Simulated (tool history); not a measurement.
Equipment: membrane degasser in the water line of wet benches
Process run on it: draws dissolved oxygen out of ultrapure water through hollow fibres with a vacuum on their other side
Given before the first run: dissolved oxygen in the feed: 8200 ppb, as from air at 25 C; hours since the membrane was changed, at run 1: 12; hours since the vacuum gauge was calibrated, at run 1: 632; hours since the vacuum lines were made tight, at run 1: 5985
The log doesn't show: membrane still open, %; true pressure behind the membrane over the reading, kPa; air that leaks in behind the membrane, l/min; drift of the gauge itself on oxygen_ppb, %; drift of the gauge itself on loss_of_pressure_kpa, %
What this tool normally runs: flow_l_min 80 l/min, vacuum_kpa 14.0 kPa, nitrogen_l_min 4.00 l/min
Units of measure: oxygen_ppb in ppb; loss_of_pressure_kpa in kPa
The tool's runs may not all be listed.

run,hour,flow_l_min,vacuum_kpa,nitrogen_l_min,hours since the membrane was changed,hours since the vacuum gauge was calibrated,hours since the vacuum lines were made tight,oxygen_ppb,loss_of_pressure_kpa
1,0.0,80,14.0,4.00,12,632,5985,462.5,48.40
2,52.3,80,14.0,4.00,64,684,6037,462.2,48.43
3,102.4,80,14.0,10.96,114,734,6087,190.6,48.35
4,141.3,80,14.0,10.96,153,773,6126,190.6,48.61
5,168.5,80,14.0,10.96,180,800,6153,190.5,48.68
6,226.6,80,14.0,10.96,238,858,6211,190.6,48.59
7,267.5,80,14.0,10.96,279,899,6252,190.8,48.53
8,293.1,80,14.0,10.96,305,925,6278,190.9,48.65
9,320.3,80,14.0,10.96,332,952,6305,190.5,48.60
10,346.1,80,14.0,10.96,358,978,6331,190.5,48.99
11,374.2,80,14.0,4.00,386,1006,6359,464.8,48.51
12,399.2,80,14.0,4.00,411,1031,6384,462.7,48.88
13,434.8,80,14.0,4.00,446,1067,6420,463.7,49.04
14,489.3,80,14.0,4.00,501,1121,6474,464.1,48.50
15,531.0,107,14.0,4.00,543,1163,6516,602.3,65.58
16,562.2,107,14.0,4.00,574,1194,6547,601.6,65.01
17,619.8,88,18.2,11.99,631,1252,6605,265.1,53.73
18,652.1,55,14.0,3.15,664,1284,6637,409.5,33.45
19,709.8,55,14.0,3.15,721,1342,6695,409.4,33.16
20,751.6,89,24.2,4.07,763,1383,6736,921.6,54.33
21,793.8,89,24.2,4.07,805,1426,6779,921.5,54.77
22,850.0,82,14.8,10.45,862,1482,6835,219.2,50.11
# hour 854.1: vacuum gauge calibrated
23,874.6,55,34.0,10.75,886,21,6859,370.1,33.51
24,926.9,55,34.0,10.75,938,73,6911,370.1,33.61
25,984.3,55,34.0,10.75,995,130,6969,369.6,33.76
# hour 1000.9: vacuum gauge calibrated, once more
26,1022.7,63,18.6,11.42,1033,22,7007,204.1,38.55
27,1080.2,63,18.6,11.42,1091,79,7064,203.7,38.61
28,1122.5,65,23.6,2.63,1133,122,7106,985.5,39.61
29,1158.5,65,23.6,2.63,1169,158,7142,986.0,39.83
30,1198.9,52,23.6,2.63,1210,198,7183,824.4,31.66
31,1252.8,52,11.8,2.24,1263,252,7237,420.8,31.68

Entry by entry between the runs, the difference in hidden state between the last listed run before and the first listed run after:
Run 22 -> run 23: vacuum gauge calibrated (hour 854.1)
  true pressure behind the membrane over the reading, kPa: 0.01 -> 0.02
  measured value less the no-hidden-state value, oxygen_ppb: +1.1 -> +2.2 ppb
Run 25 -> run 26: vacuum gauge calibrated, once more (hour 1000.9)
  true pressure behind the membrane over the reading, kPa: 0.02 -> 0.03; air that leaks in behind the membrane, l/min: 0.0124 -> 0.0125
  measured value less the no-hidden-state value, oxygen_ppb: +2.2 -> +1.3 ppb

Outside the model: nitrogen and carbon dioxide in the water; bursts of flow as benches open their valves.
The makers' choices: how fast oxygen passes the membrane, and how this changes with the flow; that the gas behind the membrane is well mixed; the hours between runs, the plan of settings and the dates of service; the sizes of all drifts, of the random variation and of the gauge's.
